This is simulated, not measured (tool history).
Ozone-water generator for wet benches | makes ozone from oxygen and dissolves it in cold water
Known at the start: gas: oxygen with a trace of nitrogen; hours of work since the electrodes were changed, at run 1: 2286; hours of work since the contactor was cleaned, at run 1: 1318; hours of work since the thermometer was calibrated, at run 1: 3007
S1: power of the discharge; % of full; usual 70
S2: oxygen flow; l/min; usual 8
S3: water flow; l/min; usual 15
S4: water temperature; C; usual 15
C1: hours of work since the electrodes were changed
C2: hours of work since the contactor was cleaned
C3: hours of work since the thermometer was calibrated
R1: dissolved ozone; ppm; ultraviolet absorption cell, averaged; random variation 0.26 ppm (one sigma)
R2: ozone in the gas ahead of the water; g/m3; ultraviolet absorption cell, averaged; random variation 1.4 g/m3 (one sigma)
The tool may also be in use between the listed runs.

run 1 hour=0 | S1=70 S2=8 S3=15 S4=15 | C1=2286 C2=1318 C3=3007 | R1=37.9 R2=237.7
run 2 hour=69.4 | S1=70 S2=8 S3=15 S4=15 | C1=2350 C2=1381 C3=3071 | R1=38 R2=239.2
run 3 hour=199.7 | S1=70 S2=8 S3=15 S4=15 | C1=2469 C2=1500 C3=3190 | R1=37.1 R2=238.3
run 4 hour=301.5 | S1=70 S2=6.34 S3=15 S4=15 | C1=2562 C2=1593 C3=3283 | R1=39 R2=276.7
run 5 hour=397.3 | S1=70 S2=6.34 S3=15 S4=15 | C1=2650 C2=1681 C3=3371 | R1=39.2 R2=273.5
run 6 hour=508.7 | S1=70 S2=6.34 S3=15 S4=15 | C1=2752 C2=1783 C3=3472 | R1=38.8 R2=274.3
run 7 hour=569.5 | S1=70 S2=6.34 S3=15 S4=15 | C1=2807 C2=1839 C3=3528 | R1=38.8 R2=272.7
run 8 hour=685.7 | S1=70 S2=6.34 S3=15 S4=15 | C1=2913 C2=1945 C3=3634 | R1=38.3 R2=275.3
run 9 hour=802.1 | S1=70 S2=6.34 S3=15 S4=15 | C1=3020 C2=2051 C3=3741 | R1=39.3 R2=272.5
run 10 hour=895.6 | S1=70 S2=8 S3=15 S4=15 | C1=3105 C2=2137 C3=3826 | R1=37.3 R2=233.8
run 11 hour=994.6 | S1=97 S2=8 S3=15 S4=15 | C1=3196 C2=2227 C3=3917 | R1=46.2 R2=294.7
run 12 hour=1073.8 | S1=97 S2=8 S3=15 S4=15 | C1=3268 C2=2300 C3=3989 | R1=45.6 R2=296.4
run 13 hour=1146.3 | S1=97 S2=8 S3=15 S4=15 | C1=3335 C2=2366 C3=4055 | R1=46.2 R2=293.2
-- hour=1156 contactor cleaned
run 14 hour=1280.1 | S1=97 S2=8 S3=15 S4=15 | C1=3453 C2=113 C3=4174 | R1=45.4 R2=295.2
run 15 hour=1338.4 | S1=70 S2=8 S3=15 S4=15 | C1=3506 C2=167 C3=4227 | R1=35.5 R2=230.4
-- hour=1356.1 contactor cleaned, once more
run 16 hour=1425.9 | S1=70 S2=8 S3=15 S4=15 | C1=3583 C2=64 C3=4304 | R1=36.5 R2=229
run 17 hour=1529.6 | S1=47 S2=8 S3=22 S4=15 | C1=3678 C2=159 C3=4399 | R1=19.3 R2=170.6
run 18 hour=1612.7 | S1=93 S2=6.88 S3=12 S4=8 | C1=3754 C2=235 C3=4475 | R1=62.5 R2=311.2
run 19 hour=1718.2 | S1=93 S2=6.88 S3=12 S4=8 | C1=3850 C2=331 C3=4571 | R1=62.2 R2=310.6
run 20 hour=1808.4 | S1=70 S2=13.27 S3=18 S4=15 | C1=3932 C2=413 C3=4653 | R1=26.8 R2=164.1
run 21 hour=1879.5 | S1=50 S2=8 S3=10 S4=11 | C1=3998 C2=479 C3=4718 | R1=39.8 R2=177.1
run 22 hour=1995.3 | S1=42 S2=4.6 S3=10 S4=14 | C1=4103 C2=584 C3=4824 | R1=38 R2=222.1
run 23 hour=2072.6 | S1=50 S2=8 S3=15 S4=14 | C1=4174 C2=655 C3=4895 | R1=28.3 R2=176.1
run 24 hour=2169.4 | S1=50 S2=8 S3=10 S4=15 | C1=4263 C2=744 C3=4983 | R1=36.2 R2=173.9
run 25 hour=2307.4 | S1=70 S2=8 S3=17 S4=14 | C1=4389 C2=870 C3=5110 | R1=32.4 R2=224.7
run 26 hour=2387.6 | S1=86 S2=8 S3=10 S4=15 | C1=4462 C2=943 C3=5183 | R1=53.5 R2=263.3
run 27 hour=2481.4 | S1=70 S2=8 S3=23 S4=11 | C1=4548 C2=1029 C3=5269 | R1=26 R2=221.2
run 28 hour=2604.7 | S1=70 S2=8 S3=23 S4=11 | C1=4661 C2=1142 C3=5381 | R1=25.9 R2=222.7
run 29 hour=2667.1 | S1=63 S2=5.36 S3=12 S4=11 | C1=4718 C2=1199 C3=5438 | R1=45.1 R2=265.4
-- hour=2695.6 water thermometer calibrated
run 30 hour=2796.9 | S1=98 S2=8 S3=11 S4=15 | C1=4836 C2=1317 C3=93 | R1=55.3 R2=282.4
run 31 hour=2861.6 | S1=58 S2=11.29 S3=11 S4=9 | C1=4895 C2=1376 C3=152 | R1=38.2 R2=155.3
run 32 hour=2932.8 | S1=63 S2=14.17 S3=15 S4=16 | C1=4960 C2=1441 C3=217 | R1=26.2 R2=142.5

Hidden state or all else? Some run-to-run changes of R1, split into what the settings, what came in and random variation would give without the hidden state, and what is left for the hidden state (with any gauge scatter that isn't in both results):
The hidden state here: yield of the discharge, % of new electrodes'; contactor's efficiency, % of a clean one's; true water temperature over the reading, C; drift of the gauge itself on ozone_ppm, %; drift of the gauge itself on gas_g_m3, %.
Run 17 -> 18: S1 47 -> 93, S2 8 -> 6.88, S3 22 -> 12, S4 15 -> 8. R1 +43.2 ppm: hidden state -7.3, all else +50.5.
Run 19 -> 20: S1 93 -> 70, S2 6.88 -> 13.27, S3 12 -> 18, S4 8 -> 15. R1 -35.4 ppm: hidden state +5.8, all else -41.2.
Run 26 -> 27: S1 86 -> 70, S3 10 -> 23, S4 15 -> 11. R1 -27.5 ppm: hidden state +5.1, all else -32.6.
Run 30 -> 31: S1 98 -> 58, S2 8 -> 11.29, S4 15 -> 9. R1 -17.1 ppm: hidden state +5.8, all else -22.9.
